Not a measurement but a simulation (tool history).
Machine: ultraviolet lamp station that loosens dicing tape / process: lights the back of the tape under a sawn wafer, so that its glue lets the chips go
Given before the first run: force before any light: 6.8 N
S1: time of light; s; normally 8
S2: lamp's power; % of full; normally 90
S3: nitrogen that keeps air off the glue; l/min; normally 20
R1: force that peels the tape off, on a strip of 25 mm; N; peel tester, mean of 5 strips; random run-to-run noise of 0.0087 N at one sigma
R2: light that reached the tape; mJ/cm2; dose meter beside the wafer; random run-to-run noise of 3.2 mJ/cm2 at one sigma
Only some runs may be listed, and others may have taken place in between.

{"run": 1, "hour": 0.0, "S1": 8, "S2": 90, "S3": 20, "R1": 0.356, "R2": 496}
{"run": 2, "hour": 71.3, "S1": 8, "S2": 90, "S3": 20, "R1": 0.367, "R2": 501}
{"run": 3, "hour": 113.6, "S1": 8, "S2": 90, "S3": 20, "R1": 0.356, "R2": 499}
{"run": 4, "hour": 171.5, "S1": 8, "S2": 90, "S3": 23, "R1": 0.326, "R2": 495}
{"run": 5, "hour": 237.0, "S1": 8, "S2": 90, "S3": 23, "R1": 0.336, "R2": 496}
{"run": 6, "hour": 306.1, "S1": 8, "S2": 75, "S3": 20, "R1": 0.487, "R2": 415}
{"run": 7, "hour": 376.8, "S1": 8, "S2": 86, "S3": 20, "R1": 0.37, "R2": 471}
{"run": 8, "hour": 411.1, "S1": 8, "S2": 86, "S3": 20, "R1": 0.388, "R2": 473}
{"run": 9, "hour": 448.0, "S1": 8, "S2": 86, "S3": 20, "R1": 0.397, "R2": 474}
{"run": 10, "hour": 526.1, "S1": 8, "S2": 90, "S3": 20, "R1": 0.36, "R2": 498}
{"run": 11, "hour": 592.6, "S1": 8, "S2": 90, "S3": 20, "R1": 0.361, "R2": 493}
{"run": 12, "hour": 625.0, "S1": 8, "S2": 90, "S3": 20, "R1": 0.343, "R2": 500}
{"run": 13, "hour": 682.4, "S1": 8, "S2": 90, "S3": 20, "R1": 0.359, "R2": 495}
{"run": 14, "hour": 739.4, "S1": 8, "S2": 90, "S3": 20, "R1": 0.355, "R2": 493}
{"run": 15, "hour": 791.3, "S1": 8, "S2": 90, "S3": 20, "R1": 0.368, "R2": 496}
{"run": 16, "hour": 833.7, "S1": 5, "S2": 90, "S3": 20, "R1": 0.8, "R2": 312}
{"run": 17, "hour": 904.7, "S1": 8, "S2": 90, "S3": 6, "R1": 0.723, "R2": 496}
{"run": 18, "hour": 955.7, "S1": 8, "S2": 90, "S3": 6, "R1": 0.709, "R2": 495}
{"run": 19, "hour": 1007.1, "S1": 8, "S2": 90, "S3": 6, "R1": 0.678, "R2": 495}
{"run": 20, "hour": 1044.6, "S1": 8, "S2": 90, "S3": 6, "R1": 0.747, "R2": 495}
{"run": 21, "hour": 1079.7, "S1": 8, "S2": 90, "S3": 6, "R1": 0.731, "R2": 493}
{"run": 22, "hour": 1126.9, "S1": 8, "S2": 90, "S3": 20, "R1": 0.36, "R2": 492}
{"run": 23, "hour": 1194.6, "S1": 8, "S2": 73, "S3": 13, "R1": 0.68, "R2": 406}
{"run": 24, "hour": 1265.3, "S1": 8, "S2": 73, "S3": 13, "R1": 0.654, "R2": 402}
{"run": 25, "hour": 1308.9, "S1": 11, "S2": 76, "S3": 26, "R1": 0.266, "R2": 574}
{"run": 26, "hour": 1377.9, "S1": 8, "S2": 73, "S3": 6, "R1": 1.024, "R2": 405}
{"run": 27, "hour": 1423.9, "S1": 11, "S2": 69, "S3": 20, "R1": 0.318, "R2": 522}
{"run": 28, "hour": 1490.3, "S1": 11, "S2": 69, "S3": 20, "R1": 0.344, "R2": 520}
{"run": 29, "hour": 1560.6, "S1": 11, "S2": 64, "S3": 20, "R1": 0.373, "R2": 488}
{"run": 30, "hour": 1618.2, "S1": 11, "S2": 64, "S3": 20, "R1": 0.365, "R2": 477}
{"run": 31, "hour": 1676.0, "S1": 4, "S2": 69, "S3": 13, "R1": 2.075, "R2": 188}
{"run": 32, "hour": 1708.7, "S1": 8, "S2": 93, "S3": 9, "R1": 0.513, "R2": 512}
{"run": 33, "hour": 1742.8, "S1": 8, "S2": 90, "S3": 7, "R1": 0.657, "R2": 502}
{"run": 34, "hour": 1780.7, "S1": 4, "S2": 90, "S3": 22, "R1": 1.167, "R2": 246}
{"run": 35, "hour": 1828.2, "S1": 6, "S2": 63, "S3": 13, "R1": 1.275, "R2": 266}
{"run": 36, "hour": 1905.3, "S1": 6, "S2": 63, "S3": 13, "R1": 1.334, "R2": 260}
{"run": 37, "hour": 1961.7, "S1": 6, "S2": 63, "S3": 13, "R1": 1.345, "R2": 263}
{"run": 38, "hour": 2007.6, "S1": 6, "S2": 63, "S3": 13, "R1": 1.321, "R2": 260}
{"run": 39, "hour": 2045.9, "S1": 8, "S2": 63, "S3": 10, "R1": 0.948, "R2": 341}
{"run": 40, "hour": 2095.0, "S1": 5, "S2": 100, "S3": 23, "R1": 0.634, "R2": 345}
{"run": 41, "hour": 2153.9, "S1": 8, "S2": 75, "S3": 11, "R1": 0.699, "R2": 415}
{"run": 42, "hour": 2229.7, "S1": 7, "S2": 90, "S3": 17, "R1": 0.473, "R2": 436}
{"run": 43, "hour": 2268.5, "S1": 8, "S2": 90, "S3": 6, "R1": 0.713, "R2": 496}

The log once held 5 entries between its listed runs, left out of this copy. Where does each go, and what is different about the tool's unlogged condition between the listed run before it and the listed run after it?
Runs 6 to 7: window cleaned of glue's vapour (hour 350.0)
  light that the window lets through, % of a clean one's: 99.9 -> 100
Runs 16 to 17: window cleaned of glue's vapour (hour 841.7)
  light that the window lets through, % of a clean one's: 99.9 -> 100
Runs 25 to 26: window cleaned of glue's vapour (hour 1336.2)
  light that the window lets through, % of a clean one's: 99.9 -> 100
Runs 30 to 31: lamp changed (hour 1646.5)
  lamp's light, % of a new lamp's: 99.7 -> 100
Runs 34 to 35: window cleaned of glue's vapour (hour 1828.2)
  light that the window lets through, % of a clean one's: 99.9 -> 100
